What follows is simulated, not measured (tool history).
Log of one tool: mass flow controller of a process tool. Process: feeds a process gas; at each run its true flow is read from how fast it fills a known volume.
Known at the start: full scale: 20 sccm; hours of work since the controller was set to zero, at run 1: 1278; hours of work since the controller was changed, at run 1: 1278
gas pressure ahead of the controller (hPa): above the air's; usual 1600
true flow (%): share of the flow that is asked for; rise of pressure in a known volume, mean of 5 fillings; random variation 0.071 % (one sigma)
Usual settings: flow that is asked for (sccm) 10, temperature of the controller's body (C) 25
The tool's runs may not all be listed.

run    hour  flow that is asked for (sccm)  gas pressure ahead of the controller (hPa)  temperature of the controller's body (C)  hours of work since the controller was set to zero  hours of work since the controller was changed  true flow (%)
  1     0.0                             10                                        1600                                        25                                                1278                                            1278          99.33
  2   221.0                             10                                        1600                                        25                                                1415                                            1415          99.32
  3   532.9                             10                                        2320                                        25                                                1609                                            1609          99.71
  4   889.7                             10                                        2320                                        25                                                1830                                            1830          99.50
  5  1160.9                             10                                        2320                                        25                                                1998                                            1998          99.61
  6  1518.3                             10                                        2320                                        25                                                2219                                            2219          99.48
  7  1930.9                             10                                        2320                                        25                                                2475                                            2475          99.39
  8  2174.4                             10                                        2320                                        25                                                2626                                            2626          99.31
  9  2553.0                             10                                        1600                                        35                                                2861                                            2861          99.07
 10  2904.9                             10                                        1600                                        35                                                3079                                            3079          98.92
 11  3285.5                             10                                        1600                                        25                                                3314                                            3314          98.72
 12  3490.1                             10                                        1600                                        25                                                3441                                            3441          98.66
 13  3900.9                              5                                        1600                                        25                                                3696                                            3696          99.98
 14  4185.7                              5                                        1600                                        25                                                3872                                            3872         100.10
 15  4406.8                             19                                        2400                                        29                                                4009                                            4009          98.52

Run 16 comes next. What will it give?
 16  4716.4                              3                                        1600                                        25                                                4201                                            4201              ?

Run 16 gave true flow (%) 102.39.
Without the tool's hidden state the same run would have given true flow (%) 99.36.

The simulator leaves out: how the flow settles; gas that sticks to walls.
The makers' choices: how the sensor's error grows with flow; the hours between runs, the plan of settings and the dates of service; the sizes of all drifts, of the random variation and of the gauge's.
